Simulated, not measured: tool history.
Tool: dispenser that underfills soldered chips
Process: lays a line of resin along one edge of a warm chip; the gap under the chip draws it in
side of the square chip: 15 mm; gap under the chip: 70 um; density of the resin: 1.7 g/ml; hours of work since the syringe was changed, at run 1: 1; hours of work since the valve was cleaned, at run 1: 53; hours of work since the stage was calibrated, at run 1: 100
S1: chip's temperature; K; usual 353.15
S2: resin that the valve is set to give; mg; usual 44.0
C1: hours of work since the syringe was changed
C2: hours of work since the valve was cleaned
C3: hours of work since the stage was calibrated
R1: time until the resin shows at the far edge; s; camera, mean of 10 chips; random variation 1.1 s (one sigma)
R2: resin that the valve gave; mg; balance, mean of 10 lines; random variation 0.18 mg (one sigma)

| run | hour | S1 | S2 | C1 | C2 | C3 | R1 | R2 |
|---|---|---|---|---|---|---|---|---|
| 1 | 0.0 | 353.15 | 44.0 | 1 | 53 | 100 | 105.8 | 41.59 |
| 2 | 2.8 | 353.15 | 44.0 | 3 | 55 | 102 | 118.3 | 41.32 |
| 3 | 4.8 | 346.15 | 44.0 | 4 | 56 | 104 | 185.9 | 41.62 |
| 4 | 8.2 | 353.15 | 44.0 | 6 | 58 | 106 | 145.5 | 41.37 |
| 5 | 10.6 | 350.15 | 44.0 | 8 | 60 | 108 | 184.4 | 41.57 |
|  | 11.9 | new syringe of resin |
| 6 | 13.2 | 353.15 | 45.7 | 1 | 62 | 109 | 111.4 | 43.15 |
| 7 | 16.6 | 353.15 | 45.7 | 3 | 64 | 112 | 126.3 | 42.67 |
| 8 | 19.3 | 353.15 | 44.0 | 5 | 66 | 114 | 140.2 | 41.13 |
| 9 | 22.5 | 354.15 | 44.0 | 7 | 68 | 116 | 148.8 | 40.89 |
|  | 24.7 | new syringe of resin |
| 10 | 25.0 | 354.15 | 44.0 | 0 | 70 | 117 | 102.1 | 40.99 |
| 11 | 28.8 | 354.15 | 44.0 | 3 | 72 | 120 | 116.9 | 41.06 |
| 12 | 30.9 | 353.15 | 44.0 | 4 | 74 | 122 | 134.5 | 40.90 |
| 13 | 35.3 | 353.15 | 46.1 | 7 | 77 | 125 | 154.1 | 42.31 |
|  | 37.3 | new syringe of resin |
| 14 | 39.8 | 347.15 | 46.1 | 2 | 80 | 128 | 159.4 | 42.65 |
| 15 | 44.2 | 347.15 | 46.1 | 5 | 83 | 131 | 192.6 | 42.34 |
| 16 | 46.2 | 353.15 | 49.0 | 6 | 84 | 132 | 150.8 | 45.01 |
| 17 | 49.3 | 353.15 | 44.0 | 8 | 87 | 134 | 169.2 | 40.21 |
|  | 50.1 | new syringe of resin |
| 18 | 53.5 | 353.15 | 44.0 | 2 | 89 | 137 | 119.6 | 40.28 |
| 19 | 56.7 | 353.15 | 50.6 | 5 | 92 | 139 | 132.1 | 46.18 |
| 20 | 59.4 | 350.15 | 38.9 | 6 | 93 | 141 | 178.2 | 35.31 |
|  | 62.9 | new syringe of resin |
| 21 | 63.0 | 367.15 | 47.7 | 0 | 96 | 144 | 53.3 | 43.21 |
| 22 | 67.0 | 367.15 | 47.7 | 3 | 99 | 146 | 61.6 | 42.82 |
| 23 | 71.3 | 358.15 | 46.1 | 6 | 102 | 149 | 111.1 | 41.71 |
|  | 75.6 | new syringe of resin |
| 24 | 75.6 | 352.15 | 52.9 | 0 | 105 | 152 | 111.0 | 47.57 |
| 25 | 78.9 | 342.15 | 44.0 | 2 | 107 | 154 | 217.1 | 39.37 |

Forecast run 26:
| 26 | 81.1 | 359.15 | 48.1 | 4 | 108 | 156 | ? | ? |

{"run 26": {"R1": 94.5, "R2": 42.94}}
Without the tool's hidden state the same run would have given R1 74.7 s, R2 47.98 mg.

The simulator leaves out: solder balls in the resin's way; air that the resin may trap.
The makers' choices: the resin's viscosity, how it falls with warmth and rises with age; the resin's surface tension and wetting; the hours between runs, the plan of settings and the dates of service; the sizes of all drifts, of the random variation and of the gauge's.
